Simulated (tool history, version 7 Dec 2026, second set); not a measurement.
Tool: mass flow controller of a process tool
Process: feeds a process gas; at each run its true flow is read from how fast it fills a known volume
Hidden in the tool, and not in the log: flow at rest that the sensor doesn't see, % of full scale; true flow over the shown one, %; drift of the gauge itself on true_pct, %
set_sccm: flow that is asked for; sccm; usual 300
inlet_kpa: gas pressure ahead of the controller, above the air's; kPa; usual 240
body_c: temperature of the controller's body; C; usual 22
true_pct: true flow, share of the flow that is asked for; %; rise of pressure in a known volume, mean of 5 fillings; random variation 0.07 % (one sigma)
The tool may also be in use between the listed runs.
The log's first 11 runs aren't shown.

run,hour,set_sccm,inlet_kpa,body_c,hours of work since the controller was set to zero,hours of work since the controller was changed,true_pct
12,2098.7,300,277,22,2325,2325,96.28
13,2376.8,300,277,22,2501,2501,96.21
14,2558.6,300,240,22,2615,2615,96.35
15,2823.4,300,240,22,2782,2782,96.43
16,2966.5,300,240,22,2872,2872,96.36
17,3081.9,300,240,22,2945,2945,96.44
18,3255.4,300,240,22,3054,3054,96.26
19,3492.6,300,225,22,3204,3204,96.30
20,3647.7,238,225,22,3301,3301,96.18
21,3820.9,238,232,22,3411,3411,96.21
22,3964.9,238,232,22,3501,3501,96.17
23,4184.4,300,240,22,3640,3640,96.06
24,4455.1,300,240,22,3810,3810,95.93
25,4615.1,123,278,38,3911,3911,97.97
26,4805.4,489,278,27,4031,4031,96.38
27,4931.0,489,278,27,4110,4110,96.12
28,5166.8,489,278,27,4259,4259,96.23
29,5326.1,233,205,23,4359,4359,96.20
30,5465.3,508,231,36,4447,4447,97.54
31,5630.0,508,231,36,4551,4551,97.44

The next listed run, before its measurement:
32,5884.8,508,231,33,4711,4711,?

true_pct: 97.08 %
Without the tool's hidden state the same run would have given true_pct 99.24 %.
